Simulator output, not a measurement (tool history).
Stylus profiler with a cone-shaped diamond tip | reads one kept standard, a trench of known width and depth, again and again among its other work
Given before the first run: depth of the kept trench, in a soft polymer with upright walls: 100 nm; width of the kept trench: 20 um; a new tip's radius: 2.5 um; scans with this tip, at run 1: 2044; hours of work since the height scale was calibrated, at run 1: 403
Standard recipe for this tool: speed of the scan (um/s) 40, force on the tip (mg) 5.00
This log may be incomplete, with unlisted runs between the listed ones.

run,hour,speed of the scan (um/s),force on the tip (mg),scans with this tip,hours of work since the height scale was calibrated,depth of the trench (nm),width of the trench's floor (µm)
1,0.0,40,5.00,2044,403,102.60,18.53
2,70.2,40,5.00,2200,434,102.66,18.54
3,109.3,40,10.42,2287,451,104.29,18.49
4,178.0,40,5.00,2439,481,102.66,18.50
5,232.1,40,5.00,2559,505,102.67,18.45
6,319.5,40,5.00,2752,543,102.74,18.47
7,377.6,40,5.00,2881,569,102.70,18.54
8,464.1,40,5.00,3073,606,102.63,18.50
9,522.9,40,10.40,3203,632,104.24,18.49
10,613.0,40,10.40,3403,672,104.37,18.52
11,704.9,40,10.40,3606,712,104.22,18.50
12,762.5,40,10.40,3734,737,104.34,18.54
13,808.1,40,10.40,3835,757,104.35,18.49
14,897.3,40,1.76,4033,796,101.32,18.45
15,979.2,21,8.20,4214,832,103.68,18.54
16,1023.8,21,3.70,4313,851,102.19,18.49
17,1079.8,34,1.68,4437,876,101.29,18.42
18,1170.5,14,5.40,4638,915,102.86,18.55
19,1208.2,14,5.40,4721,932,102.84,18.54
20,1254.8,74,2.24,4825,952,101.68,18.38
21,1305.7,33,2.24,4937,974,101.55,18.49

Here are 3 independent what-if runs from the current tool condition. What would each one return?
A,1357.5,12,14.31,5052,997,?,?
B,1357.5,19,5.00,5052,997,?,?
C,1357.5,33,4.54,5052,997,?,?

run,depth of the trench (nm),width of the trench's floor (µm)
A,105.45,18.54
B,102.69,18.59
C,102.61,18.53
Without the tool's hidden state the same runs would have given:
run,depth of the trench (nm),width of the trench's floor (µm)
A,105.47,18.56
B,102.71,18.60
C,102.63,18.55
